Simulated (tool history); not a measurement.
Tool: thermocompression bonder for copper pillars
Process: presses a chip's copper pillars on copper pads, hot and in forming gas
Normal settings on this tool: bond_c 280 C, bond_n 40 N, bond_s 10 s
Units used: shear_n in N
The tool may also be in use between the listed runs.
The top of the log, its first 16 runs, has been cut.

run,hour,bond_c,bond_n,bond_s,hours of work since the heater was calibrated,hours of work since the force cell was calibrated,hours of work since the gas filter was changed,shear_n
17,951.8,304,40,10,165,104,186,79.2
# hour 988.3: force cell calibrated, once more
18,999.7,304,40,10,194,7,215,74.7
19,1051.5,304,40,10,227,40,248,76.4
20,1130.6,304,40,10,277,90,298,76.5
21,1185.4,268,57,9,311,125,332,59.1
22,1239.9,268,57,9,346,159,367,57.1
23,1288.5,268,57,9,376,190,398,59.5
# hour 1293.8: forming gas filter changed
24,1342.7,268,29,20,410,224,31,51.9
25,1380.5,285,40,24,434,248,55,83.4
26,1452.6,298,29,17,480,293,100,70.5
27,1517.5,298,29,17,521,334,141,69.5
28,1577.2,296,36,10,559,372,179,64.6
29,1647.7,296,36,10,603,417,224,65.4
30,1700.7,280,32,10,637,450,257,49.1
31,1773.6,280,42,10,683,496,303,59.4
32,1808.5,259,40,10,705,518,325,41.5
33,1846.2,259,29,10,729,542,349,32.9
34,1895.1,307,51,25,760,573,380,101
# hour 1927.7: forming gas filter changed
35,1929.1,307,51,25,781,594,1,106.8
36,2001.2,299,40,9,826,640,46,69.8
37,2065.8,299,40,9,867,681,87,69.8
38,2126.9,299,40,9,906,719,126,71.6
39,2203,298,47,20,954,767,174,90.9

Below are 4 alternative next runs, each starting from the tool's condition after run 39. Predict each:
A,2251.6,271,60,11,985,798,205,?
B,2251.6,280,40,19,985,798,205,?
C,2251.6,298,47,7,985,798,205,?
D,2251.6,292,56,13,985,798,205,?

run,shear_n
A,67.8
B,69.7
C,69.6
D,84.2
With no hidden state in the tool, these same runs would have given:
run,shear_n
A,71.2
B,73
C,72.7
D,87.8

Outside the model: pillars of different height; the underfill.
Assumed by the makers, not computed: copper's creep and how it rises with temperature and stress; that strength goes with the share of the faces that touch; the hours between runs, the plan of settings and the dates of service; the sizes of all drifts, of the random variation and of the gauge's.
